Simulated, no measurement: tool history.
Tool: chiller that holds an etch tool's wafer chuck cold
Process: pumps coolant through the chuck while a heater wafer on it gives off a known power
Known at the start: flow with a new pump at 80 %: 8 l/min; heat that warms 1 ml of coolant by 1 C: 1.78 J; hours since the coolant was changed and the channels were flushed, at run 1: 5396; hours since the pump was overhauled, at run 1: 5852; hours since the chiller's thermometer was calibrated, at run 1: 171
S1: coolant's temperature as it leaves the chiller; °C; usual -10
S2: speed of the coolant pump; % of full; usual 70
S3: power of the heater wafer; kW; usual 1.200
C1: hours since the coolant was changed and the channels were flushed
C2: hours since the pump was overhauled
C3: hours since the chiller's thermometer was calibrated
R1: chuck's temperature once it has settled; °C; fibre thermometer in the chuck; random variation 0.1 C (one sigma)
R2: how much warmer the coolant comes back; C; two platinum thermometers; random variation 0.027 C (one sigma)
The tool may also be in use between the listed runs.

{"run": 1, "day": 0.0, "S1": -10, "S2": 70, "S3": 1.2, "C1": 5396, "C2": 5852, "C3": 171, "R1": 1.9, "R2": 6.05}
{"run": 2, "day": 3.971, "S1": -2, "S2": 70, "S3": 1.2, "C1": 5492, "C2": 5947, "C3": 266, "R1": 9.9, "R2": 6.04}
{"run": 3, "day": 9.579, "S1": -2, "S2": 70, "S3": 1.2, "C1": 5626, "C2": 6082, "C3": 401, "R1": 10.0, "R2": 6.05}
{"run": 4, "day": 13.383, "S1": -2, "S2": 70, "S3": 1.2, "C1": 5717, "C2": 6173, "C3": 492, "R1": 10.0, "R2": 6.11}
{"run": 5, "day": 16.642, "S1": -2, "S2": 70, "S3": 1.2, "C1": 5796, "C2": 6252, "C3": 570, "R1": 10.0, "R2": 6.09}
{"run": 6, "day": 20.704, "S1": -10, "S2": 70, "S3": 0.795, "C1": 5893, "C2": 6349, "C3": 668, "R1": -1.9, "R2": 4.03}
{"run": 7, "day": 25.854, "S1": -10, "S2": 70, "S3": 1.2, "C1": 6017, "C2": 6473, "C3": 792, "R1": 2.0, "R2": 6.1}
{"run": 8, "day": 29.679, "S1": -10, "S2": 91, "S3": 1.2, "C1": 6109, "C2": 6564, "C3": 883, "R1": 0.0, "R2": 4.49}
{"run": 9, "day": 32.821, "S1": -10, "S2": 89, "S3": 1.2, "C1": 6184, "C2": 6640, "C3": 959, "R1": 0.2, "R2": 4.66}
{"run": 10, "day": 36.658, "S1": -10, "S2": 89, "S3": 1.2, "C1": 6276, "C2": 6732, "C3": 1051, "R1": 0.2, "R2": 4.61}
{"run": 11, "day": 40.525, "S1": -10, "S2": 84, "S3": 1.2, "C1": 6369, "C2": 6825, "C3": 1144, "R1": 0.8, "R2": 4.95}
{"run": 12, "day": 44.946, "S1": -10, "S2": 84, "S3": 1.092, "C1": 6475, "C2": 6931, "C3": 1250, "R1": -0.3, "R2": 4.53}
{"run": 13, "day": 50.421, "S1": -18, "S2": 99, "S3": 0.973, "C1": 6606, "C2": 7062, "C3": 1381, "R1": -10.3, "R2": 3.28}
{"run": 14, "day": 56.975, "S1": -18, "S2": 99, "S3": 0.973, "C1": 6764, "C2": 7220, "C3": 1538, "R1": -10.2, "R2": 3.35}
{"run": 15, "day": 63.196, "S1": -18, "S2": 87, "S3": 1.426, "C1": 6913, "C2": 7369, "C3": 1688, "R1": -5.5, "R2": 5.66}
{"run": 16, "day": 68.275, "S1": -12, "S2": 78, "S3": 0.676, "C1": 7035, "C2": 7491, "C3": 1810, "R1": -5.5, "R2": 3.06}
{"run": 17, "day": 75.196, "S1": -19, "S2": 83, "S3": 0.676, "C1": 7201, "C2": 7657, "C3": 1976, "R1": -12.6, "R2": 2.86}
{"run": 18, "day": 81.867, "S1": -19, "S2": 83, "S3": 0.676, "C1": 7361, "C2": 7817, "C3": 2136, "R1": -12.6, "R2": 2.84}
{"run": 19, "day": 87.846, "S1": -4, "S2": 69, "S3": 0.676, "C1": 7505, "C2": 7960, "C3": 2279, "R1": 3.1, "R2": 3.53}
{"run": 20, "day": 92.054, "S1": -12, "S2": 73, "S3": 0.798, "C1": 7606, "C2": 8061, "C3": 2380, "R1": -3.9, "R2": 3.91}
{"run": 21, "day": 95.046, "S1": -9, "S2": 84, "S3": 1.2, "C1": 7677, "C2": 8133, "C3": 2452, "R1": 2.0, "R2": 4.98}
{"run": 22, "day": 101.671, "S1": -9, "S2": 84, "S3": 1.2, "C1": 7836, "C2": 8292, "C3": 2611, "R1": 2.2, "R2": 4.98}
{"run": 23, "day": 106.792, "S1": -13, "S2": 82, "S3": 1.399, "C1": 7959, "C2": 8415, "C3": 2734, "R1": 0.1, "R2": 6.0}
{"run": 24, "day": 112.175, "S1": -13, "S2": 82, "S3": 1.399, "C1": 8088, "C2": 8544, "C3": 2863, "R1": 0.2, "R2": 5.99}

Measured less the same run without the tool's hidden state. The same run-to-run variation is in both; the gauge's scatter may not be:
The hidden state here: heat passed by the chuck's channels, % of clean ones'; flow at a given pump speed, % of a new pump's; coolant's true temperature over the reading, C; drift of the gauge itself on chuck_c, C; drift of the gauge itself on warmer_back_c, C.
run=1 R1=+1.2 R2=+0.16
run=2 R1=+1.3 R2=+0.17
run=3 R1=+1.3 R2=+0.17
run=4 R1=+1.3 R2=+0.17
run=5 R1=+1.3 R2=+0.18
run=6 R1=+0.9 R2=+0.12
run=7 R1=+1.3 R2=+0.19
run=8 R1=+1.2 R2=+0.15
run=9 R1=+1.3 R2=+0.15
run=10 R1=+1.3 R2=+0.15
run=11 R1=+1.3 R2=+0.17
run=12 R1=+1.2 R2=+0.16
run=13 R1=+1.0 R2=+0.11
run=14 R1=+1.1 R2=+0.12
run=15 R1=+1.7 R2=+0.21
run=16 R1=+0.9 R2=+0.11
run=17 R1=+1.0 R2=+0.11
run=18 R1=+0.9 R2=+0.11
run=19 R1=+1.1 R2=+0.14
run=20 R1=+1.3 R2=+0.17
run=21 R1=+1.7 R2=+0.21
run=22 R1=+1.7 R2=+0.22
run=23 R1=+2.1 R2=+0.27
run=24 R1=+2.1 R2=+0.27

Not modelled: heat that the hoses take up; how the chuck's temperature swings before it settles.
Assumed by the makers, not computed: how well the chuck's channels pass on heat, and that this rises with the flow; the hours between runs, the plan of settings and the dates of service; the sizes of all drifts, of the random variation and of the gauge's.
